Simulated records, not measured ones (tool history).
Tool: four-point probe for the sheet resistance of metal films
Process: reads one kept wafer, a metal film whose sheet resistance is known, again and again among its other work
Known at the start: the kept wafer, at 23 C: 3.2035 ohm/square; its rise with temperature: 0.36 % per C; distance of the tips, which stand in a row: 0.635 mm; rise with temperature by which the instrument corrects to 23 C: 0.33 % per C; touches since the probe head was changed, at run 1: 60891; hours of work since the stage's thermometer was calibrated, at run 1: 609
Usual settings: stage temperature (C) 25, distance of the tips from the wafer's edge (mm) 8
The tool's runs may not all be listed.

run,hour,stage temperature (C),distance of the tips from the wafer's edge (mm),touches since the probe head was changed,hours of work since the stage's thermometer was calibrated,sheet resistance as the instrument gives it (ohm/square)
1,0,25,8,60891,609,3.190832
2,77.9,25,8,62497,660,3.191081
3,153.4,25,8,64055,710,3.190148
4,231.1,25,8,65657,761,3.190176
5,274.9,25,21,66560,790,3.180721
6,342.4,25,21,67951,835,3.179182
7,382,20,18,68767,861,3.175907
8,436.1,18,29,69883,896,3.171208
9,509.7,25,16,71401,945,3.180308
10,545.2,29,10,72132,968,3.185687
11,622,18,6,73715,1019,3.188141

Forecast each of these 5 alternatives for the next run:
A,657.7,23,8,74453,1042,?
B,657.7,32,28,74453,1042,?
C,657.7,22,66,74453,1042,?
D,657.7,19,5,74453,1042,?
E,657.7,25,38,74453,1042,?

run,sheet resistance as the instrument gives it (ohm/square)
A,3.184039
B,3.183422
C,3.174324
D,3.19691
E,3.176135
Without the tool's hidden state the same runs would have given:
run,sheet resistance as the instrument gives it (ohm/square)
A,3.213942
B,3.213401
C,3.204136
D,3.226887
E,3.205989

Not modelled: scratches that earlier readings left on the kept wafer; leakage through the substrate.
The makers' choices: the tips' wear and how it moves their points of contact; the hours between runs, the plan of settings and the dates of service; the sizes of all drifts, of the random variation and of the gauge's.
